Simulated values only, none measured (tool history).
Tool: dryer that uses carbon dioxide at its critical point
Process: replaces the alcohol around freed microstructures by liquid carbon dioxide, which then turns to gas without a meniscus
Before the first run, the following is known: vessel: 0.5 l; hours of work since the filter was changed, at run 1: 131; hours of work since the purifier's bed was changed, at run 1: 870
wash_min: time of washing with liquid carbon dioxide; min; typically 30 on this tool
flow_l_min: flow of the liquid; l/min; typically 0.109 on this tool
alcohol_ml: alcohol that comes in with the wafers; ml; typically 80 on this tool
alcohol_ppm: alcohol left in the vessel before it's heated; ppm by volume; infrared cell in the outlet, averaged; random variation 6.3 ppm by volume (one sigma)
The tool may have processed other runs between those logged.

run	day	wash_min	flow_l_min	alcohol_ml	hours of work since the filter was changed	hours of work since the purifier's bed was changed	alcohol_ppm
1	0.000	30	0.109	80	131	870	534
2	1.329	30	0.109	80	156	894	589
3	2.600	30	0.109	80	180	918	653
4	4.138	30	0.109	80	208	947	718
# day 4.771: inlet filter changed
5	5.258	25	0.109	80	9	967	894
6	6.929	25	0.109	80	40	998	1020
7	7.650	21	0.109	80	54	1011	2277
8	8.608	21	0.109	80	71	1029	2309
9	9.767	21	0.109	65	93	1051	2112
10	10.517	23	0.153	59	107	1065	319
11	11.633	23	0.153	59	128	1086	328
12	13.129	23	0.153	59	156	1113	373
13	14.550	30	0.109	27	182	1140	336
14	15.712	29	0.109	43	204	1162	550
# day 16.642: inlet filter changed
15	17.133	29	0.073	43	9	1187	1520
16	17.883	29	0.073	43	23	1201	1622

Branching from run 16: 4 alternative next runs. What would each branch give?
A	19.462	21	0.081	26	53	1231	?
B	19.462	30	0.182	81	53	1231	?
C	19.462	29	0.072	43	53	1231	?
D	19.462	34	0.119	37	53	1231	?

run	alcohol_ppm
A	2277
B	144
C	1850
D	177
Take away the tool's hidden state, keep each run's random variation, and the runs would have read:
run	alcohol_ppm
A	1896
B	6
C	1477
D	33
